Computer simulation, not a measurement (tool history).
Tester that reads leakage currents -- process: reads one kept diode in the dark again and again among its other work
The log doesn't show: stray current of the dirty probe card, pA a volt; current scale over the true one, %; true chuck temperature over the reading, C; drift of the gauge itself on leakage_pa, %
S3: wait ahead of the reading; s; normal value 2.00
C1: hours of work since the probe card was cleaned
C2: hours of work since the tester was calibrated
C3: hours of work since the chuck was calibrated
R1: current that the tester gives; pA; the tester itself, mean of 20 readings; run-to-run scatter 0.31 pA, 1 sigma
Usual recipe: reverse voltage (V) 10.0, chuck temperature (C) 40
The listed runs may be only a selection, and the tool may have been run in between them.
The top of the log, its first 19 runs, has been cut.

Run 20, day 90.667: usual settings but chuck temperature (C) 55; C1 158; C2 723; C3 607. Result: R1 289.43 pA.
Run 21, day 93.483: usual settings but reverse voltage (V) 8.1, chuck temperature (C) 55, S3 3.07 s; C1 198; C2 763; C3 647. Result: R1 264.65 pA.
Run 22, day 97.708: usual settings but reverse voltage (V) 12.5, chuck temperature (C) 26; C1 259; C2 824; C3 708. Result: R1 32.17 pA.
Run 23, day 100.592: usual settings but reverse voltage (V) 6.5, chuck temperature (C) 27; C1 300; C2 865; C3 749. Result: R1 25.89 pA.
At day 103.025: chuck's temperature calibrated.
Run 24, day 106.312: usual settings but reverse voltage (V) 6.5, chuck temperature (C) 27; C1 381; C2 946; C3 47. Result: R1 30.60 pA.
Run 25, day 111.800: usual settings but reverse voltage (V) 6.5, chuck temperature (C) 27; C1 460; C2 1025; C3 126. Result: R1 30.22 pA.
Run 26, day 116.550: usual settings but reverse voltage (V) 11.4, chuck temperature (C) 56, S3 0.59 s; C1 528; C2 1093; C3 194. Result: R1 357.27 pA.
Run 27, day 120.604: usual settings but reverse voltage (V) 11.4, chuck temperature (C) 56, S3 0.59 s; C1 586; C2 1151; C3 252. Result: R1 354.86 pA.
Run 28, day 123.767: usual settings but reverse voltage (V) 11.4, chuck temperature (C) 56, S3 0.59 s; C1 632; C2 1197; C3 298. Result: R1 351.56 pA.
Run 29, day 128.229: usual settings but reverse voltage (V) 11.4, chuck temperature (C) 56, S3 0.59 s; C1 696; C2 1261; C3 362. Result: R1 346.43 pA.
Run 30, day 133.483: usual settings but reverse voltage (V) 11.4, chuck temperature (C) 29, S3 0.59 s; C1 771; C2 1336; C3 437. Result: R1 48.09 pA.
Run 31, day 137.917: usual settings but reverse voltage (V) 11.8, chuck temperature (C) 43; C1 835; C2 1400; C3 501. Result: R1 129.07 pA.
Run 32, day 143.788: usual settings but reverse voltage (V) 11.8, chuck temperature (C) 43; C1 919; C2 1484; C3 585. Result: R1 127.73 pA.
Run 33, day 149.779: usual settings but reverse voltage (V) 11.8, chuck temperature (C) 43; C1 1005; C2 1570; C3 671. Result: R1 125.95 pA.
Run 34, day 154.271: usual settings but reverse voltage (V) 17.5, chuck temperature (C) 39; C1 1069; C2 1634; C3 736. Result: R1 110.80 pA.
At day 157.433: chuck's temperature calibrated.
Run 35, day 157.433: usual settings but reverse voltage (V) 17.3, S3 3.84 s; C1 1114; C2 1679; C3 0. Result: R1 138.40 pA.
Run 36, day 161.979: usual settings but reverse voltage (V) 17.3, S3 3.84 s; C1 1179; C2 1744; C3 65. Result: R1 137.91 pA.
Run 37, day 167.667: usual settings but reverse voltage (V) 2.1, chuck temperature (C) 31; C1 1260; C2 1825; C3 147. Result: R1 27.09 pA.
Run 38, day 171.996: usual settings but reverse voltage (V) 18.1, chuck temperature (C) 39, S3 0.44 s; C1 1323; C2 1888; C3 209. Result: R1 137.93 pA.
Run 39, day 174.738: usual settings but reverse voltage (V) 18.1, chuck temperature (C) 39, S3 0.44 s; C1 1362; C2 1927; C3 248. Result: R1 136.71 pA.

4 options for the next run, each taken on its own from the tool as it stands now. Forecast them:
Run A, day 179.479: usual settings but reverse voltage (V) 1.0; C1 1430; C2 1995; C3 316. Result: R1 ?.
Run B, day 179.479: usual settings but chuck temperature (C) 58, S3 8.93 s; C1 1430; C2 1995; C3 316. Result: R1 ?.
Run C, day 179.479: usual settings but reverse voltage (V) 18.1, chuck temperature (C) 39, S3 6.86 s; C1 1430; C2 1995; C3 316. Result: R1 ?.
Run D, day 179.479: usual settings but reverse voltage (V) 11.8, chuck temperature (C) 27, S3 0.38 s; C1 1430; C2 1995; C3 316. Result: R1 ?.

run      R1
  A   39.47
  B  385.97
  C  125.10
  D   51.56
Take away the tool's hidden state, keep each run's random variation, and the runs would have read:
run      R1
  A   41.09
  B  398.41
  C  117.56
  D   44.31
